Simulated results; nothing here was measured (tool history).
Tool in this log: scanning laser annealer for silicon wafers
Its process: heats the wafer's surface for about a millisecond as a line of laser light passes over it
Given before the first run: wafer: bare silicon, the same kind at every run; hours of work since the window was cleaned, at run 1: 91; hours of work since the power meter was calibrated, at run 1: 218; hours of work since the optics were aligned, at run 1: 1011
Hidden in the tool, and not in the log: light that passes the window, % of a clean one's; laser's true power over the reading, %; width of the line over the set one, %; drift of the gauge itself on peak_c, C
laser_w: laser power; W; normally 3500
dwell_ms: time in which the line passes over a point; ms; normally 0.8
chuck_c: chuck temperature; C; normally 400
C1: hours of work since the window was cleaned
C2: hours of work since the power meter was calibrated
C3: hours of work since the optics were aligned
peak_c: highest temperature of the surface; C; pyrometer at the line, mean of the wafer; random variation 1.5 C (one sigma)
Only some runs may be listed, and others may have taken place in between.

{"run": 1, "hour": 0.0, "laser_w": 3500, "dwell_ms": 0.8, "chuck_c": 400, "C1": 91, "C2": 218, "C3": 1011, "peak_c": 1087}
{"run": 2, "hour": 22.4, "laser_w": 3500, "dwell_ms": 0.8, "chuck_c": 400, "C1": 101, "C2": 228, "C3": 1021, "peak_c": 1085}
{"run": 3, "hour": 38.0, "laser_w": 3500, "dwell_ms": 0.8, "chuck_c": 400, "C1": 108, "C2": 235, "C3": 1028, "peak_c": 1087}
{"run": 4, "hour": 56.4, "laser_w": 3500, "dwell_ms": 0.848, "chuck_c": 400, "C1": 116, "C2": 243, "C3": 1036, "peak_c": 1112}
{"run": 5, "hour": 71.3, "laser_w": 3500, "dwell_ms": 0.848, "chuck_c": 413, "C1": 122, "C2": 249, "C3": 1043, "peak_c": 1122}
{"run": 6, "hour": 94.9, "laser_w": 3500, "dwell_ms": 0.848, "chuck_c": 413, "C1": 133, "C2": 260, "C3": 1053, "peak_c": 1124}
{"run": 7, "hour": 120.1, "laser_w": 3500, "dwell_ms": 0.8, "chuck_c": 400, "C1": 144, "C2": 271, "C3": 1064, "peak_c": 1086}
{"run": 8, "hour": 142.5, "laser_w": 3266, "dwell_ms": 0.8, "chuck_c": 400, "C1": 154, "C2": 281, "C3": 1074, "peak_c": 1024}
{"run": 9, "hour": 162.5, "laser_w": 3266, "dwell_ms": 0.8, "chuck_c": 385, "C1": 163, "C2": 290, "C3": 1083, "peak_c": 1011}
{"run": 10, "hour": 174.9, "laser_w": 3266, "dwell_ms": 0.8, "chuck_c": 385, "C1": 168, "C2": 295, "C3": 1089, "peak_c": 1011}
{"run": 11, "hour": 193.2, "laser_w": 3266, "dwell_ms": 0.8, "chuck_c": 385, "C1": 177, "C2": 304, "C3": 1097, "peak_c": 1013}
{"run": 12, "hour": 213.4, "laser_w": 3266, "dwell_ms": 0.8, "chuck_c": 385, "C1": 186, "C2": 313, "C3": 1106, "peak_c": 1011}
{"run": 13, "hour": 237.3, "laser_w": 3266, "dwell_ms": 0.8, "chuck_c": 385, "C1": 196, "C2": 323, "C3": 1117, "peak_c": 1014}
{"run": 14, "hour": 249.2, "laser_w": 3500, "dwell_ms": 0.8, "chuck_c": 400, "C1": 201, "C2": 328, "C3": 1122, "peak_c": 1084}
{"run": 15, "hour": 274.4, "laser_w": 3500, "dwell_ms": 0.907, "chuck_c": 400, "C1": 213, "C2": 340, "C3": 1133, "peak_c": 1133}
{"run": 16, "hour": 293.5, "laser_w": 3500, "dwell_ms": 0.907, "chuck_c": 400, "C1": 221, "C2": 348, "C3": 1142, "peak_c": 1136}
{"run": 17, "hour": 317.9, "laser_w": 3500, "dwell_ms": 0.8, "chuck_c": 400, "C1": 232, "C2": 359, "C3": 1152, "peak_c": 1081}
{"run": 18, "hour": 334.7, "laser_w": 3500, "dwell_ms": 0.8, "chuck_c": 400, "C1": 239, "C2": 366, "C3": 1160, "peak_c": 1080}
{"run": 19, "hour": 363.1, "laser_w": 3500, "dwell_ms": 0.8, "chuck_c": 400, "C1": 252, "C2": 379, "C3": 1172, "peak_c": 1083}
{"run": 20, "hour": 379.4, "laser_w": 3500, "dwell_ms": 0.8, "chuck_c": 400, "C1": 259, "C2": 386, "C3": 1180, "peak_c": 1081}
{"run": 21, "hour": 394.1, "laser_w": 3500, "dwell_ms": 0.8, "chuck_c": 400, "C1": 266, "C2": 393, "C3": 1186, "peak_c": 1080}
{"hour": 399.1, "done": "laser's power meter calibrated"}
{"run": 22, "hour": 416.5, "laser_w": 3500, "dwell_ms": 0.8, "chuck_c": 400, "C1": 274, "C2": 8, "C3": 1195, "peak_c": 1079}
{"run": 23, "hour": 442.4, "laser_w": 3500, "dwell_ms": 0.8, "chuck_c": 400, "C1": 286, "C2": 19, "C3": 1206, "peak_c": 1077}
{"run": 24, "hour": 459.0, "laser_w": 3163, "dwell_ms": 0.879, "chuck_c": 362, "C1": 293, "C2": 27, "C3": 1214, "peak_c": 994}
{"run": 25, "hour": 486.3, "laser_w": 3635, "dwell_ms": 0.8, "chuck_c": 399, "C1": 305, "C2": 39, "C3": 1226, "peak_c": 1111}
{"run": 26, "hour": 499.7, "laser_w": 3500, "dwell_ms": 0.74, "chuck_c": 395, "C1": 311, "C2": 45, "C3": 1232, "peak_c": 1045}
{"hour": 526.7, "done": "laser's power meter calibrated, once more"}
{"run": 27, "hour": 527.2, "laser_w": 3670, "dwell_ms": 0.8, "chuck_c": 427, "C1": 322, "C2": 0, "C3": 1243, "peak_c": 1151}
{"run": 28, "hour": 550.5, "laser_w": 3529, "dwell_ms": 0.8, "chuck_c": 418, "C1": 333, "C2": 11, "C3": 1253, "peak_c": 1105}
{"hour": 561.5, "done": "optics aligned, line set to its width"}
{"run": 29, "hour": 568.5, "laser_w": 3500, "dwell_ms": 0.834, "chuck_c": 400, "C1": 338, "C2": 16, "C3": 3, "peak_c": 1116}
{"run": 30, "hour": 593.7, "laser_w": 3665, "dwell_ms": 0.834, "chuck_c": 380, "C1": 350, "C2": 28, "C3": 14, "peak_c": 1138}
{"run": 31, "hour": 620.9, "laser_w": 3665, "dwell_ms": 0.763, "chuck_c": 400, "C1": 362, "C2": 40, "C3": 26, "peak_c": 1116}
{"run": 32, "hour": 648.4, "laser_w": 3243, "dwell_ms": 0.976, "chuck_c": 400, "C1": 374, "C2": 52, "C3": 39, "peak_c": 1108}
{"run": 33, "hour": 674.7, "laser_w": 3243, "dwell_ms": 0.976, "chuck_c": 396, "C1": 386, "C2": 64, "C3": 50, "peak_c": 1105}
{"run": 34, "hour": 688.8, "laser_w": 3288, "dwell_ms": 0.762, "chuck_c": 391, "C1": 392, "C2": 70, "C3": 57, "peak_c": 1017}
{"run": 35, "hour": 715.1, "laser_w": 3284, "dwell_ms": 0.866, "chuck_c": 400, "C1": 404, "C2": 81, "C3": 68, "peak_c": 1071}
{"run": 36, "hour": 735.6, "laser_w": 3284, "dwell_ms": 0.662, "chuck_c": 418, "C1": 413, "C2": 91, "C3": 77, "peak_c": 994}
{"run": 37, "hour": 763.5, "laser_w": 3160, "dwell_ms": 0.895, "chuck_c": 437, "C1": 425, "C2": 103, "C3": 90, "peak_c": 1090}
{"run": 38, "hour": 789.2, "laser_w": 3500, "dwell_ms": 0.794, "chuck_c": 400, "C1": 436, "C2": 114, "C3": 101, "peak_c": 1090}
{"run": 39, "hour": 813.4, "laser_w": 3500, "dwell_ms": 0.794, "chuck_c": 400, "C1": 447, "C2": 125, "C3": 112, "peak_c": 1092}
{"run": 40, "hour": 827.7, "laser_w": 3436, "dwell_ms": 0.891, "chuck_c": 416, "C1": 454, "C2": 131, "C3": 118, "peak_c": 1138}
{"run": 41, "hour": 839.4, "laser_w": 3133, "dwell_ms": 0.8, "chuck_c": 368, "C1": 459, "C2": 137, "C3": 123, "peak_c": 968}
{"run": 42, "hour": 862.3, "laser_w": 3133, "dwell_ms": 0.8, "chuck_c": 368, "C1": 469, "C2": 147, "C3": 134, "peak_c": 971}

3 options for the next run, each taken on its own from the tool as it stands now. Forecast them:
{"run": "A", "hour": 890.9, "laser_w": 3288, "dwell_ms": 0.802, "chuck_c": 368, "C1": 482, "C2": 160, "C3": 146, "peak_c": "?"}
{"run": "B", "hour": 890.9, "laser_w": 3133, "dwell_ms": 0.8, "chuck_c": 367, "C1": 482, "C2": 160, "C3": 146, "peak_c": "?"}
{"run": "C", "hour": 890.9, "laser_w": 3838, "dwell_ms": 0.582, "chuck_c": 389, "C1": 482, "C2": 160, "C3": 146, "peak_c": "?"}

run=A peak_c=1008
run=B peak_c=972
run=C peak_c=1037
Had the tool no hidden state, the same runs would have come out as:
run=A peak_c=1021
run=B peak_c=984
run=C peak_c=1051

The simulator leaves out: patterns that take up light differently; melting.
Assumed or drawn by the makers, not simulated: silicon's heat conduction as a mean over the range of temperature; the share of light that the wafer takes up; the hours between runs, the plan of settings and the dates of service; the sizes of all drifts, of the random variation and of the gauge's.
